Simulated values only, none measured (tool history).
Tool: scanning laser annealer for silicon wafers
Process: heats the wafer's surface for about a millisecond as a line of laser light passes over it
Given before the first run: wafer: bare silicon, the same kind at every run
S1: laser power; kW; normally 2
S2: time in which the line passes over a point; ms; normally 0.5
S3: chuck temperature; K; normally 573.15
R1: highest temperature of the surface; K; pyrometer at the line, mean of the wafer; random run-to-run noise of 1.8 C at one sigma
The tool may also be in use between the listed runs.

{"run": 1, "hour": 0.0, "S1": 2, "S2": 0.5, "S3": 573.15, "R1": 1344.15}
{"run": 2, "hour": 32.2, "S1": 2, "S2": 0.5, "S3": 573.15, "R1": 1345.15}
{"run": 3, "hour": 57.2, "S1": 2.033, "S2": 0.5, "S3": 573.15, "R1": 1358.15}
{"run": 4, "hour": 80.3, "S1": 2.033, "S2": 0.5, "S3": 573.15, "R1": 1357.15}
{"run": 5, "hour": 112.4, "S1": 2.033, "S2": 0.5, "S3": 573.15, "R1": 1355.15}
{"run": 6, "hour": 141.0, "S1": 2.033, "S2": 0.5, "S3": 573.15, "R1": 1355.15}
{"run": 7, "hour": 157.4, "S1": 2, "S2": 0.5, "S3": 573.15, "R1": 1340.15}
{"run": 8, "hour": 171.6, "S1": 1.914, "S2": 0.5, "S3": 573.15, "R1": 1301.15}
{"run": 9, "hour": 201.6, "S1": 2.073, "S2": 0.364, "S3": 559.15, "R1": 1234.15}

The next listed run, before its measurement:
{"run": 10, "hour": 222.5, "S1": 2.054, "S2": 0.549, "S3": 575.15, "R1": "?"}

Run 10 produced R1 1402.15 K.
Were there no unlogged condition in the tool, this run, its random variation unchanged, would have produced R1 1415.15 K.
